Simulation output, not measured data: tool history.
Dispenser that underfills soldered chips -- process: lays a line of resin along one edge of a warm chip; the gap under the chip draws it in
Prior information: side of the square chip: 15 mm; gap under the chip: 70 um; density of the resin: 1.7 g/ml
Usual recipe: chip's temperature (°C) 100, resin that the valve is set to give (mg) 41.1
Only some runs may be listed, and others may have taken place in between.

run	hour	chip's temperature (°C)	resin that the valve is set to give (mg)	time until the resin shows at the far edge (s)	resin that the valve gave (mg)
1	0	100	41.1	334.4	39.77
# hour 4.7: new syringe of resin
2	7.6	100	41.1	253.9	39.85
# hour 17.3: new syringe of resin
# hour 19.3: dispensing valve cleaned and set on the balance
3	20.4	100	41.1	244.5	41.12
4	29.9	100	41.1	370.4	41.13
# hour 31: new syringe of resin
5	41.2	100	41.1	372	40.9
# hour 44: new syringe of resin
6	47.4	100	41.1	260.8	40.36
# hour 56.8: new syringe of resin
7	59.8	100	41.1	259.9	40.49
# hour 69.6: new syringe of resin
8	71.8	91	41.1	349.7	40.4
9	80	100	41.1	367.9	40.09
# hour 82.8: new syringe of resin
10	91.1	100	45	329.7	43.57
# hour 95.2: new syringe of resin
11	99.9	94	41.1	346	39.83
# hour 107.6: new syringe of resin
# hour 108.6: dispensing valve cleaned and set on the balance
12	114.2	94	41.1	367.3	40.9
# hour 121: new syringe of resin
13	125.1	94	41.1	330.6	40.95
# hour 133.5: new syringe of resin
14	137.3	94	41.1	334.6	40.46
# hour 146.2: new syringe of resin
15	146.9	102	52.3	218	51.42
16	156.1	109	37.4	274.9	36.75
# hour 159.2: new syringe of resin
17	163.7	91	35.5	401.8	34.89
# hour 172.7: new syringe of resin
18	173.2	94	43	285.1	41.72
19	183.4	88	38.5	584.7	37.25
# hour 185.6: new syringe of resin
20	189.9	95	46.5	325.3	44.43
# hour 197.6: dispensing valve cleaned and set on the balance
# hour 199.5: new syringe of resin
21	199.6	85	37.7	403.7	37.63
22	206.3	112	52.1	208.5	52.35
# hour 212.1: new syringe of resin
23	212.8	112	52.1	156.3	52.29
24	220	112	52.1	218.9	51.91
# hour 224.7: new syringe of resin
25	232.3	105	51.5	272.3	51.07
# hour 237.5: new syringe of resin
26	240.3	105	50.8	213.4	49.77
27	248.9	113	46.3	251.6	45.38

5 ways to go on from here, each from the tool as it stands after run 27. What would each give?
# hour 249.9: new syringe of resin
A	255.2	105	46	?	?
# hour 249.9: new syringe of resin
B	255.2	113	41.1	?	?
# hour 249.9: new syringe of resin
C	255.2	109	41.1	?	?
# hour 249.9: new syringe of resin
D	255.2	89	36.7	?	?
# hour 249.9: new syringe of resin
E	255.2	94	46.3	?	?

run	time until the resin shows at the far edge (s)	resin that the valve gave (mg)
A	249	45.17
B	188.3	40.39
C	216.4	40.06
D	448.9	35.9
E	361.6	45.34
With the hidden condition removed and each run's random variation left untouched, the same runs would have given:
run	time until the resin shows at the far edge (s)	resin that the valve gave (mg)
A	178.1	46.25
B	135	41.35
C	154.8	41.02
D	317.2	36.77
E	257.3	46.43

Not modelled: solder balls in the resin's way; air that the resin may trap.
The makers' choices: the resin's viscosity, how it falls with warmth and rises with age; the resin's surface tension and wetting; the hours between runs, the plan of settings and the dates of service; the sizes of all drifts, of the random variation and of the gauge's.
